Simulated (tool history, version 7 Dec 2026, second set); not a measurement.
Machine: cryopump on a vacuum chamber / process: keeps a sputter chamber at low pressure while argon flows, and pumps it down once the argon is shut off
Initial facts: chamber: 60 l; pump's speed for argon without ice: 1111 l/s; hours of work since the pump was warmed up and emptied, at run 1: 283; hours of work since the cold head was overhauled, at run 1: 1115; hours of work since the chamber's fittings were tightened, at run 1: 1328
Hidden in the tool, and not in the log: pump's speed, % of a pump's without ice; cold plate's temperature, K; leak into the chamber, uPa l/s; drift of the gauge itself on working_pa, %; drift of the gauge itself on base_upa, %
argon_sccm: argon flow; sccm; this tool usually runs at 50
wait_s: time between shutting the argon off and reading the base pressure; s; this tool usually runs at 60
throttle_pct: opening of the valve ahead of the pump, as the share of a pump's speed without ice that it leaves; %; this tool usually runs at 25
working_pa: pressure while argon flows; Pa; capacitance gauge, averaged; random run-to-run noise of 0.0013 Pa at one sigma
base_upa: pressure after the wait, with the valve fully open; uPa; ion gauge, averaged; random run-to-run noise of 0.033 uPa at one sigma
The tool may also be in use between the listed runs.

run	day	argon_sccm	wait_s	throttle_pct	hours of work since the pump was warmed up and emptied	hours of work since the cold head was overhauled	hours of work since the chamber's fittings were tightened	working_pa	base_upa
1	0.000	50	60	25	283	1115	1328	0.3189	2.63
2	1.783	50	96	25	309	1141	1354	0.3195	2.10
3	3.625	50	96	25	335	1167	1380	0.3210	2.19
4	5.296	50	60	36	359	1191	1404	0.2299	2.76
5	7.067	50	60	36	385	1217	1430	0.2312	2.80
6	8.671	50	60	58	408	1240	1453	0.1525	2.82
# day 9.275: pump warmed up, emptied and cooled again
7	10.767	50	60	25	22	1267	1480	0.3043	2.60
8	12.000	62	60	44	39	1285	1498	0.2171	2.57
9	13.171	31	147	25	56	1302	1515	0.1895	1.70
10	15.050	89	230	42	83	1329	1542	0.3309	1.61
11	16.579	35	45	17	106	1351	1564	0.3157	3.16
12	18.258	35	45	17	130	1376	1589	0.3183	3.08
13	19.304	40	27	25	145	1391	1604	0.2497	4.46

Alternative continuations, all from the tool just after run 13; predict every row:
A	20.638	84	60	37	164	1410	1623	?	?
B	20.638	50	72	21	164	1410	1623	?	?
C	20.638	55	27	18	164	1410	1623	?	?
D	20.638	21	27	23	164	1410	1623	?	?
E	20.638	34	27	34	164	1410	1623	?	?

run	working_pa	base_upa
A	0.3611	2.75
B	0.3706	2.58
C	0.4743	4.34
D	0.1423	4.49
E	0.1577	4.35
Stripped of hidden state, with their random variation kept, the same runs would have yielded:
run	working_pa	base_upa
A	0.3467	1.75
B	0.3621	1.56
C	0.4650	3.39
D	0.1387	3.50
E	0.1519	3.39
